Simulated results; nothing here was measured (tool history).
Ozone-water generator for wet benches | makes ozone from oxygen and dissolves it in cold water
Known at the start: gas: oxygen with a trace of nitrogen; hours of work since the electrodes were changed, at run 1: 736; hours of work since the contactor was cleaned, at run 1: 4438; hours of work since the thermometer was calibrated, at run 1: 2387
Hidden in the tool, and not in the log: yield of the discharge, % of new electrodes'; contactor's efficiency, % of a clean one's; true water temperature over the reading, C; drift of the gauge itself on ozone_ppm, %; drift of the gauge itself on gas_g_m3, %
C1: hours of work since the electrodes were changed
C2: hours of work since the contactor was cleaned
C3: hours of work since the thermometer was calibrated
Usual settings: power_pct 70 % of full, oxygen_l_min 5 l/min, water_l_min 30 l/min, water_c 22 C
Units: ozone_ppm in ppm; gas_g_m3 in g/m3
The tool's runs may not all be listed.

run 1 hour=0 | power_pct=70 oxygen_l_min=5 water_l_min=30 water_c=22 | C1=736 C2=4438 C3=2387 | ozone_ppm=18.6 gas_g_m3=234.8
run 2 hour=33.9 | power_pct=70 oxygen_l_min=5 water_l_min=30 water_c=26 | C1=765 C2=4467 C3=2416 | ozone_ppm=17.5 gas_g_m3=235.8
run 3 hour=63.2 | power_pct=70 oxygen_l_min=5 water_l_min=30 water_c=26 | C1=790 C2=4492 C3=2441 | ozone_ppm=17.3 gas_g_m3=233.5
run 4 hour=110.8 | power_pct=70 oxygen_l_min=5 water_l_min=30 water_c=26 | C1=831 C2=4533 C3=2482 | ozone_ppm=17.3 gas_g_m3=233.9
run 5 hour=156.7 | power_pct=70 oxygen_l_min=5 water_l_min=30 water_c=17 | C1=870 C2=4572 C3=2521 | ozone_ppm=19.3 gas_g_m3=233.2
run 6 hour=207.7 | power_pct=70 oxygen_l_min=5 water_l_min=18 water_c=22 | C1=914 C2=4615 C3=2565 | ozone_ppm=26.9 gas_g_m3=234.2
run 7 hour=264.2 | power_pct=70 oxygen_l_min=5 water_l_min=18 water_c=22 | C1=963 C2=4664 C3=2613 | ozone_ppm=26.9 gas_g_m3=231.7
run 8 hour=292 | power_pct=70 oxygen_l_min=5 water_l_min=30 water_c=22 | C1=986 C2=4688 C3=2637 | ozone_ppm=18.4 gas_g_m3=233.3
run 9 hour=337.8 | power_pct=70 oxygen_l_min=5 water_l_min=30 water_c=22 | C1=1025 C2=4727 C3=2676 | ozone_ppm=18.6 gas_g_m3=229.5
run 10 hour=397.5 | power_pct=70 oxygen_l_min=5 water_l_min=30 water_c=22 | C1=1077 C2=4778 C3=2727 | ozone_ppm=18.6 gas_g_m3=231.6
run 11 hour=436.1 | power_pct=70 oxygen_l_min=5 water_l_min=34 water_c=22 | C1=1110 C2=4811 C3=2760 | ozone_ppm=16.6 gas_g_m3=228.7
run 12 hour=464.3 | power_pct=70 oxygen_l_min=5 water_l_min=22 water_c=16 | C1=1134 C2=4835 C3=2784 | ozone_ppm=25.7 gas_g_m3=232
run 13 hour=505.2 | power_pct=70 oxygen_l_min=5 water_l_min=33 water_c=15 | C1=1169 C2=4870 C3=2820 | ozone_ppm=18.5 gas_g_m3=231.2
run 14 hour=553.5 | power_pct=60 oxygen_l_min=5 water_l_min=21 water_c=15 | C1=1210 C2=4911 C3=2861 | ozone_ppm=24.5 gas_g_m3=211.5
run 15 hour=607.1 | power_pct=98 oxygen_l_min=4.15 water_l_min=30 water_c=22 | C1=1256 C2=4957 C3=2907 | ozone_ppm=22.2 gas_g_m3=308
run 16 hour=642.6 | power_pct=70 oxygen_l_min=6.83 water_l_min=26 water_c=19 | C1=1286 C2=4988 C3=2937 | ozone_ppm=21.4 gas_g_m3=190.8
run 17 hour=707.1 | power_pct=45 oxygen_l_min=6.83 water_l_min=21 water_c=27 | C1=1342 C2=5043 C3=2992 | ozone_ppm=16.8 gas_g_m3=148.3
-- hour=748.4 gauge calibrated
run 18 hour=748.4 | power_pct=80 oxygen_l_min=6.36 water_l_min=30 water_c=25 | C1=1377 C2=5078 C3=3028 | ozone_ppm=19.5 gas_g_m3=219

5 ways to go on from here, each from the tool as it stands after run 18. What would each give?
run A hour=778.5 | power_pct=56 oxygen_l_min=2.64 water_l_min=23 water_c=22 | C1=1403 C2=5104 C3=3053 | ozone_ppm=? gas_g_m3=?
run B hour=778.5 | power_pct=91 oxygen_l_min=6.36 water_l_min=39 water_c=24 | C1=1403 C2=5104 C3=3053 | ozone_ppm=? gas_g_m3=?
run C hour=778.5 | power_pct=70 oxygen_l_min=5 water_l_min=29 water_c=30 | C1=1403 C2=5104 C3=3053 | ozone_ppm=? gas_g_m3=?
run D hour=778.5 | power_pct=70 oxygen_l_min=8.98 water_l_min=30 water_c=22 | C1=1403 C2=5104 C3=3053 | ozone_ppm=? gas_g_m3=?
run E hour=778.5 | power_pct=87 oxygen_l_min=6.36 water_l_min=35 water_c=20 | C1=1403 C2=5104 C3=3053 | ozone_ppm=? gas_g_m3=?

run=A ozone_ppm=19.5 gas_g_m3=300.1
run=B ozone_ppm=17.1 gas_g_m3=236.9
run=C ozone_ppm=17.3 gas_g_m3=234.6
run=D ozone_ppm=18.2 gas_g_m3=168
run=E ozone_ppm=19 gas_g_m3=230
Without the tool's hidden state the same runs would have given:
run=A ozone_ppm=19.5 gas_g_m3=300.6
run=B ozone_ppm=17.1 gas_g_m3=237.3
run=C ozone_ppm=17.3 gas_g_m3=234.9
run=D ozone_ppm=18.2 gas_g_m3=168.3
run=E ozone_ppm=19 gas_g_m3=230.4
